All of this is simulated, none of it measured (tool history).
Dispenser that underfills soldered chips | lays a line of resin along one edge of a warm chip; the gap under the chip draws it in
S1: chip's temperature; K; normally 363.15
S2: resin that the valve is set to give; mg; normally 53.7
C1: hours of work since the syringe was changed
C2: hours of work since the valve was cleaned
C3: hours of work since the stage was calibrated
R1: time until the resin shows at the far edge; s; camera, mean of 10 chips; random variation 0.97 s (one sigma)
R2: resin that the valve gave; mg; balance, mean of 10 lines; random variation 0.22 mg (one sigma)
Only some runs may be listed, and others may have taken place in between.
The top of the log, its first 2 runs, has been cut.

run,hour,S1,S2,C1,C2,C3,R1,R2
# hour 14.8: new syringe of resin
3,17.6,363.15,53.7,2,49,377,95.4,52.38
# hour 29.9: new syringe of resin
4,29.9,363.15,53.7,0,58,385,83.5,52.18
5,38.6,353.15,53.7,6,64,392,168.1,52.13
# hour 45.6: new syringe of resin
6,47.5,363.15,53.7,1,71,398,92,52.15
7,59,363.15,53.7,10,79,407,146.5,52.14
# hour 61.3: new syringe of resin
8,71.3,363.15,53.7,7,88,416,127.4,51.15
# hour 76.7: new syringe of resin
9,85.7,363.15,53.7,7,99,426,124,51.41
# hour 92.5: new syringe of resin
10,96.9,375.15,53.7,3,107,434,70.2,51.3
# hour 101.8: dispensing valve cleaned and set on the balance
11,104.8,375.15,53.7,8,2,440,91.7,53.44
# hour 108.9: new syringe of resin
12,120.5,375.15,53.7,9,14,451,92.7,53.21
# hour 124.6: new syringe of resin
13,132.3,363.15,65.1,6,22,460,112.6,64.16
# hour 139.8: new syringe of resin
14,143.4,363.15,65.1,3,30,468,94.7,64.46
# hour 155.9: new syringe of resin
15,159.3,363.15,65.1,3,42,479,95.3,63.81
# hour 171.3: new syringe of resin
16,174.2,363.15,64.3,2,53,490,93,62.19
17,185.6,363.15,64.3,11,61,499,147.9,62.5
# hour 186.7: new syringe of resin
18,198.8,363.15,53.7,9,71,508,136.6,51.52
# hour 202.3: new syringe of resin
19,208.2,357.15,47.6,4,78,515,135.5,45.61

Forecast run 20:
20,215.3,349.15,65.2,10,83,520,?,?

Run 20 gave R1 220.7 s, R2 62.18 mg.
Had the tool carried no hidden state, the very same run would have given R1 143.7 s, R2 64.93 mg.

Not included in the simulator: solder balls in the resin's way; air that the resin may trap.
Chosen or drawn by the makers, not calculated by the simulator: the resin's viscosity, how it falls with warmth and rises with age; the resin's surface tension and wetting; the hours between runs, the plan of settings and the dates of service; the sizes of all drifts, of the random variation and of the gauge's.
